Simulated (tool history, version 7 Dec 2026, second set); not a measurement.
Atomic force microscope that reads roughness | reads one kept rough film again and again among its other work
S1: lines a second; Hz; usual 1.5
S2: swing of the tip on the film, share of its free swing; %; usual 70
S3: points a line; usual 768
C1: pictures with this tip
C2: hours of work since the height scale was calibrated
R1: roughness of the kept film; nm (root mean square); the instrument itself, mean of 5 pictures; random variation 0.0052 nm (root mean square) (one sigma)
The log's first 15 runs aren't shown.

| run | day | S1 | S2 | S3 | C1 | C2 | R1 |
|---|---|---|---|---|---|---|---|
| 16 | 34.588 | 1.5 | 70 | 655 | 88 | 653 | 0.736 |
|  | 35.562 | new tip fitted |
| 17 | 37.704 | 1.5 | 70 | 459 | 74 | 695 | 0.746 |
|  | 39.021 | new tip fitted |
| 18 | 40.083 | 1.5 | 70 | 768 | 37 | 727 | 0.781 |
| 19 | 42.3 | 1.5 | 70 | 768 | 113 | 758 | 0.699 |
|  | 42.475 | new tip fitted |
| 20 | 45.088 | 1.5 | 70 | 768 | 90 | 795 | 0.72 |
|  | 45.892 | new tip fitted |
| 21 | 47.646 | 1.5 | 70 | 768 | 60 | 830 | 0.746 |
|  | 49.421 | new tip fitted |
| 22 | 50.475 | 1.5 | 70 | 768 | 36 | 868 | 0.774 |
| 23 | 51.8 | 1.5 | 70 | 768 | 82 | 886 | 0.733 |
|  | 52.792 | new tip fitted |
| 24 | 54.704 | 1.5 | 82 | 768 | 66 | 925 | 0.728 |
|  | 56.233 | new tip fitted |
| 25 | 56.233 | 2.11 | 82 | 325 | 0 | 946 | 0.742 |
| 26 | 57.771 | 3.78 | 71 | 329 | 52 | 967 | 0.691 |
| 27 | 59.392 | 1.65 | 66 | 501 | 108 | 989 | 0.704 |
|  | 59.654 | new tip fitted |
| 28 | 62.283 | 2.53 | 67 | 314 | 91 | 1028 | 0.677 |
|  | 62.542 | height scale calibrated on a step standard |
|  | 63.112 | new tip fitted |
| 29 | 65.538 | 1.5 | 64 | 477 | 83 | 41 | 0.722 |
|  | 66.567 | new tip fitted |
| 30 | 66.896 | 0.57 | 64 | 439 | 11 | 59 | 0.829 |
| 31 | 68.912 | 0.53 | 76 | 768 | 81 | 86 | 0.744 |
|  | 69.192 | height scale calibrated on a step standard, once more |
|  | 69.992 | new tip fitted |
| 32 | 71.338 | 0.99 | 70 | 550 | 46 | 29 | 0.787 |
|  | 73.579 | new tip fitted |
| 33 | 74.417 | 1.02 | 70 | 769 | 29 | 71 | 0.8 |
| 34 | 76.142 | 1.45 | 70 | 964 | 88 | 94 | 0.717 |
|  | 77.067 | new tip fitted |
| 35 | 79.067 | 1.51 | 70 | 423 | 69 | 134 | 0.732 |
|  | 80.525 | new tip fitted |
| 36 | 80.779 | 2.23 | 76 | 328 | 9 | 157 | 0.761 |
| 37 | 83.408 | 1.5 | 85 | 327 | 99 | 192 | 0.67 |
|  | 84.021 | new tip fitted |
| 38 | 84.879 | 1.5 | 85 | 327 | 29 | 212 | 0.739 |
| 39 | 86.675 | 2.91 | 63 | 327 | 91 | 237 | 0.709 |
|  | 87.512 | new tip fitted |
| 40 | 89.929 | 2.69 | 77 | 759 | 83 | 281 | 0.668 |

Forecast run 41:
|  | 90.962 | new tip fitted |
| 41 | 92.062 | 2.69 | 77 | 759 | 37 | 309 | ? |

Run 41 gave R1 0.735 nm (root mean square).
Without the tool's hidden state the same run would have given R1 0.777 nm (root mean square).

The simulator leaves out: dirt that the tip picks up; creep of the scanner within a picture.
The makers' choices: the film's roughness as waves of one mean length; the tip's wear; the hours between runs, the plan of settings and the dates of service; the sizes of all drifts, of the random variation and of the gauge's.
